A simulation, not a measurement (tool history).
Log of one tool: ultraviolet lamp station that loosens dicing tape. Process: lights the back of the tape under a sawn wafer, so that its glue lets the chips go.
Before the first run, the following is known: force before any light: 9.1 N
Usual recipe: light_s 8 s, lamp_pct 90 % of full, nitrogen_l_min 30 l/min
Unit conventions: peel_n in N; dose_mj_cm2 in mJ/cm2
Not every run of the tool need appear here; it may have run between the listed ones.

run   hour  light_s  lamp_pct  nitrogen_l_min  peel_n  dose_mj_cm2
  1      0        8        90              30   0.294          574
  2   19.6        8        90              30   0.296          573
  3   27.6        8        90              30   0.294          568
  4   41.5        8        90              30   0.294          565
  5   56.1        8        90              30   0.285          567
  6   68.7        8        90              30   0.292          573
  7   79.7        8        90              30   0.297          565
  8   94.7        8        65              30   0.522          410
  9  109.1        8        65              30   0.531          415
 10  127.1        5        65              30   1.376          258
 11  143.5        8        85              30   0.328          539
 12  152.2        8        85              30   0.305          536
 13    171        8        85              30   0.329          538
 14  183.4        8        85              30   0.314          539
 15  201.3        8        85              30   0.318          543
 16  213.8        8        85              30   0.323          540
 17  229.2        8        85              30   0.313          539
 18  237.8        8        85              30   0.315          532
     245.1  -- window cleaned of glue's vapour
 19  257.4        8        85              30   0.317          535
 20  267.7        8        90              12   0.615          570
 21  283.3        8        90              12   0.615          572
 22  296.3        8        90              12   0.612          566
 23  312.3        8        76              30   0.398          473
 24  329.1       11        80              17   0.306          700
 25  345.5       11        80              57   0.199          704
 26  361.3       11        68              30   0.289          592
 27  378.3        8        76              30   0.408          482
 28  391.1        8        63              10   1.424          398
 29    401        4        67              30    1.87          214
 30  417.4        7        90              18   0.548          501
 31  432.4        7        90              15   0.661          501
 32  450.2        5        94              19   0.957          368
 33    469        5        94              19   0.982          371
 34  485.2        5        70              19   1.624          278
 35  503.2        5        89              19   1.098          353
 36  514.9        7        89              23   0.476          490
 37  530.9        4        79              23   1.732          245
 38  541.8       14        78              21   0.224          868
 39  554.8        5        78               9   2.214          307
 40  564.1        6        75              40   0.589          353
 41  577.2        9        75              53   0.256          532
 42  585.6        9        75              53   0.245          538
 43  597.6       13        66              17   0.329          673
 44  606.2       13        66              17   0.326          674

What if the next run were any one of these 3? Each begins from the tool's condition after run 44:
  A  615.7        9        63              36       ?            ?
  B  615.7       13        82              17       ?            ?
  C  615.7        5        88              11       ?            ?

run  peel_n  dose_mj_cm2
  A   0.392          451
  B   0.226          845
  C   1.658          344
With no hidden state in the tool, these same runs would have given:
run  peel_n  dose_mj_cm2
  A    0.39          453
  B   0.226          848
  C   1.649          345

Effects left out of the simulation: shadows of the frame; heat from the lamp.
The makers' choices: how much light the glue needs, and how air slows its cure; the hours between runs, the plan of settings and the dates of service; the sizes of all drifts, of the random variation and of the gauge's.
